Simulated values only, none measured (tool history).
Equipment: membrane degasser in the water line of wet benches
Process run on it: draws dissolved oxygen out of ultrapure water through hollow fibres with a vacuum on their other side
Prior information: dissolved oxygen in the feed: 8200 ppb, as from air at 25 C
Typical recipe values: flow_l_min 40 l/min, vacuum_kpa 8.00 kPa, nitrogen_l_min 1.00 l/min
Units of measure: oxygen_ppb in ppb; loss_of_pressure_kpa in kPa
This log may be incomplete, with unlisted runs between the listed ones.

| run | hour | flow_l_min | vacuum_kpa | nitrogen_l_min | oxygen_ppb | loss_of_pressure_kpa |
|---|---|---|---|---|---|---|
| 1 | 0.0 | 40 | 8.00 | 1.00 | 376.8 | 31.97 |
| 2 | 69.0 | 40 | 8.00 | 1.00 | 376.3 | 31.86 |
| 3 | 186.6 | 40 | 8.00 | 1.00 | 377.9 | 32.21 |
| 4 | 321.7 | 32 | 8.00 | 1.00 | 312.1 | 24.99 |
|  | 355.2 | seals of the vacuum lines changed |
| 5 | 453.6 | 32 | 8.00 | 1.00 | 313.8 | 25.63 |
| 6 | 611.2 | 27 | 8.00 | 0.50 | 467.0 | 21.46 |
| 7 | 693.1 | 25 | 10.45 | 0.57 | 591.8 | 19.93 |
| 8 | 853.4 | 40 | 9.50 | 1.83 | 303.6 | 31.94 |

Estimate the outcome of run 9 from the log above:
| 9 | 934.3 | 39 | 8.86 | 2.92 | ? | ? |

oxygen_ppb: 178.3 ppb
loss_of_pressure_kpa: 31.07 kPa
Minus the tool's unlogged condition, the same run would have read oxygen_ppb 177.2 ppb, loss_of_pressure_kpa 31.04 kPa.
